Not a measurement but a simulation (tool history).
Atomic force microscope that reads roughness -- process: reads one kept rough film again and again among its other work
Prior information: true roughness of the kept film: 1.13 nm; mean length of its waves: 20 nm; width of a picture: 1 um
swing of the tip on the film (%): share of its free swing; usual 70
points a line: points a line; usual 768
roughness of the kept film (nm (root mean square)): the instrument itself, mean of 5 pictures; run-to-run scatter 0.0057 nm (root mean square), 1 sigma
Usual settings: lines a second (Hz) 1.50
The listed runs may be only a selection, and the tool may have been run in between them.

| run | hour | lines a second (Hz) | swing of the tip on the film (%) | points a line | roughness of the kept film (nm (root mean square)) |
|---|---|---|---|---|---|
| 1 | 0.0 | 1.50 | 70 | 768 | 1.019 |
| 2 | 8.7 | 1.50 | 70 | 317 | 1.002 |
| 3 | 21.5 | 1.62 | 70 | 768 | 1.023 |
| 4 | 32.6 | 1.62 | 70 | 768 | 1.033 |
|  | 34.3 | new tip fitted |
| 5 | 46.2 | 1.62 | 70 | 768 | 1.035 |
| 6 | 58.2 | 1.62 | 70 | 768 | 1.030 |
| 7 | 69.4 | 1.62 | 70 | 768 | 1.017 |
| 8 | 76.7 | 1.62 | 70 | 768 | 1.027 |
| 9 | 82.6 | 1.62 | 70 | 768 | 1.021 |
| 10 | 90.7 | 1.50 | 70 | 860 | 1.026 |
| 11 | 98.4 | 1.50 | 70 | 768 | 1.038 |
| 12 | 110.1 | 1.50 | 70 | 488 | 1.021 |
| 13 | 120.5 | 1.50 | 70 | 488 | 1.022 |
| 14 | 125.8 | 1.50 | 70 | 488 | 1.026 |
| 15 | 137.0 | 1.50 | 70 | 768 | 1.032 |
| 16 | 145.5 | 1.50 | 70 | 768 | 1.025 |
| 17 | 157.5 | 1.50 | 70 | 768 | 1.031 |
|  | 159.2 | new tip fitted |
| 18 | 166.7 | 1.50 | 70 | 804 | 1.027 |
| 19 | 172.9 | 1.50 | 70 | 804 | 1.024 |
| 20 | 178.9 | 1.50 | 70 | 796 | 1.032 |
| 21 | 185.0 | 1.50 | 70 | 796 | 1.038 |
| 22 | 192.1 | 1.50 | 70 | 768 | 1.034 |
| 23 | 201.0 | 1.50 | 70 | 631 | 1.028 |
| 24 | 212.3 | 1.50 | 70 | 732 | 1.034 |
| 25 | 223.6 | 1.50 | 70 | 732 | 1.029 |
| 26 | 233.2 | 0.66 | 70 | 768 | 1.044 |
| 27 | 244.5 | 2.24 | 65 | 644 | 1.030 |
| 28 | 250.8 | 0.69 | 76 | 644 | 1.043 |
| 29 | 256.8 | 0.69 | 76 | 644 | 1.038 |
| 30 | 262.8 | 1.72 | 74 | 725 | 1.014 |
| 31 | 274.1 | 1.50 | 70 | 540 | 1.028 |
|  | 284.6 | new tip fitted |
| 32 | 286.0 | 1.50 | 70 | 540 | 1.026 |
| 33 | 299.0 | 1.50 | 70 | 540 | 1.029 |
| 34 | 310.3 | 2.91 | 74 | 590 | 0.978 |
| 35 | 318.9 | 2.91 | 74 | 590 | 0.970 |
| 36 | 329.2 | 2.06 | 61 | 295 | 1.008 |
| 37 | 340.8 | 2.17 | 65 | 768 | 1.035 |
| 38 | 348.5 | 2.17 | 68 | 288 | 0.989 |
| 39 | 355.7 | 2.17 | 68 | 288 | 0.993 |
| 40 | 368.5 | 1.50 | 75 | 768 | 1.012 |
| 41 | 380.4 | 3.90 | 66 | 768 | 0.990 |
| 42 | 392.3 | 1.50 | 59 | 768 | 1.049 |
| 43 | 404.3 | 2.31 | 88 | 945 | 0.952 |
|  | 409.6 | new tip fitted |
| 44 | 417.3 | 0.90 | 69 | 926 | 1.051 |
| 45 | 427.6 | 1.50 | 70 | 896 | 1.026 |
| 46 | 436.7 | 1.50 | 70 | 896 | 1.026 |

Below are 5 alternative next runs, each starting from the tool's condition after run 46. Predict each:
| A | 445.5 | 1.50 | 62 | 768 | ? |
| B | 445.5 | 0.83 | 66 | 854 | ? |
| C | 445.5 | 2.90 | 60 | 896 | ? |
| D | 445.5 | 2.31 | 59 | 891 | ? |
| E | 445.5 | 1.50 | 59 | 313 | ? |

| run | roughness of the kept film (nm (root mean square)) |
|---|---|
| A | 1.046 |
| B | 1.046 |
| C | 1.031 |
| D | 1.038 |
| E | 1.028 |
With no hidden state in the tool, these same runs would have given:
| run | roughness of the kept film (nm (root mean square)) |
|---|---|
| A | 1.047 |
| B | 1.047 |
| C | 1.032 |
| D | 1.040 |
| E | 1.029 |

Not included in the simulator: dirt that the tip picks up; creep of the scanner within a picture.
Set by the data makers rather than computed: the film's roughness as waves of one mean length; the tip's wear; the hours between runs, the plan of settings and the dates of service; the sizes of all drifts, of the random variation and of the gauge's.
